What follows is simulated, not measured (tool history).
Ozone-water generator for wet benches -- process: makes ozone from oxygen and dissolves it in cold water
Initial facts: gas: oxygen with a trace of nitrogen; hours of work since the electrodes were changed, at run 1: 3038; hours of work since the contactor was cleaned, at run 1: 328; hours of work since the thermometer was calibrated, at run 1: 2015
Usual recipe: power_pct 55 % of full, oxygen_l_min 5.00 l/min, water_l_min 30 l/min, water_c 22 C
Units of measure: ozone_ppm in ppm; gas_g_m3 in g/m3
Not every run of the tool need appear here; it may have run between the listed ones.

| run | hour | power_pct | oxygen_l_min | water_l_min | water_c | hours of work since the electrodes were changed | hours of work since the contactor was cleaned | hours of work since the thermometer was calibrated | ozone_ppm | gas_g_m3 |
|---|---|---|---|---|---|---|---|---|---|---|
| 1 | 0.0 | 55 | 5.00 | 30 | 22 | 3038 | 328 | 2015 | 10.6 | 161.4 |
| 2 | 110.5 | 55 | 5.00 | 30 | 22 | 3145 | 435 | 2122 | 10.6 | 159.3 |
| 3 | 223.1 | 55 | 5.00 | 30 | 22 | 3255 | 545 | 2232 | 10.9 | 159.9 |
| 4 | 354.4 | 55 | 5.00 | 30 | 22 | 3383 | 673 | 2360 | 10.9 | 160.3 |
| 5 | 466.5 | 55 | 5.00 | 30 | 22 | 3492 | 782 | 2469 | 10.7 | 160.8 |
| 6 | 579.6 | 55 | 5.00 | 19 | 22 | 3602 | 892 | 2579 | 15.5 | 163.1 |
| 7 | 685.9 | 55 | 5.00 | 30 | 22 | 3705 | 995 | 2682 | 10.7 | 162.7 |
| 8 | 811.1 | 55 | 5.00 | 30 | 22 | 3827 | 1117 | 2804 | 10.6 | 161.9 |
| 9 | 898.7 | 55 | 5.00 | 30 | 20 | 3912 | 1202 | 2889 | 10.8 | 160.1 |
| 10 | 997.8 | 55 | 5.00 | 30 | 20 | 4009 | 1299 | 2986 | 10.7 | 163.0 |
| 11 | 1092.4 | 55 | 5.00 | 21 | 20 | 4101 | 1391 | 3078 | 14.8 | 162.2 |
| 12 | 1218.8 | 55 | 5.00 | 21 | 20 | 4224 | 1514 | 3201 | 14.9 | 161.9 |
| 13 | 1313.2 | 55 | 5.00 | 21 | 20 | 4316 | 1606 | 3293 | 14.6 | 161.5 |
| 14 | 1431.5 | 55 | 5.00 | 24 | 22 | 4431 | 1721 | 3408 | 12.9 | 162.2 |
| 15 | 1505.5 | 55 | 5.00 | 24 | 22 | 4503 | 1793 | 3480 | 12.7 | 162.5 |
| 16 | 1606.3 | 55 | 5.00 | 24 | 22 | 4601 | 1891 | 3578 | 12.9 | 163.9 |
| 17 | 1703.9 | 95 | 2.80 | 24 | 22 | 4696 | 1986 | 3673 | 16.9 | 306.4 |
| 18 | 1840.7 | 95 | 3.45 | 24 | 27 | 4829 | 2119 | 3806 | 16.7 | 279.4 |
| 19 | 1949.9 | 95 | 3.45 | 24 | 27 | 4935 | 2225 | 3912 | 16.9 | 281.7 |
|  | 1967.9 | water thermometer calibrated |
| 20 | 2053.1 | 95 | 3.48 | 24 | 25 | 5035 | 2325 | 83 | 17.3 | 281.2 |
| 21 | 2133.4 | 74 | 4.13 | 19 | 16 | 5113 | 2403 | 161 | 20.2 | 220.1 |
| 22 | 2247.2 | 55 | 5.00 | 30 | 23 | 5224 | 2514 | 272 | 10.4 | 162.8 |
| 23 | 2332.3 | 65 | 5.00 | 28 | 23 | 5307 | 2597 | 355 | 12.5 | 182.9 |
| 24 | 2452.8 | 65 | 5.00 | 28 | 23 | 5424 | 2714 | 472 | 12.7 | 182.3 |

Each run again, without the hidden state but with its own random variation kept:
Hidden conditions of the tool in this case: yield of the discharge, % of new electrodes'; contactor's efficiency, % of a clean one's; true water temperature over the reading, C; drift of the gauge itself on ozone_ppm, %; drift of the gauge itself on gas_g_m3, %.
| run | gas_g_m3 |
|---|---|
| 1 | 161.5 |
| 2 | 159.3 |
| 3 | 159.7 |
| 4 | 159.9 |
| 5 | 160.3 |
| 6 | 162.4 |
| 7 | 161.9 |
| 8 | 161.0 |
| 9 | 159.1 |
| 10 | 161.8 |
| 11 | 160.8 |
| 12 | 160.4 |
| 13 | 159.9 |
| 14 | 160.4 |
| 15 | 160.6 |
| 16 | 161.9 |
| 17 | 302.5 |
| 18 | 275.6 |
| 19 | 277.6 |
| 20 | 276.9 |
| 21 | 216.6 |
| 22 | 160.0 |
| 23 | 179.6 |
| 24 | 178.9 |
ozone_ppm: at most 0.1 ppm away from the measurement, every run.
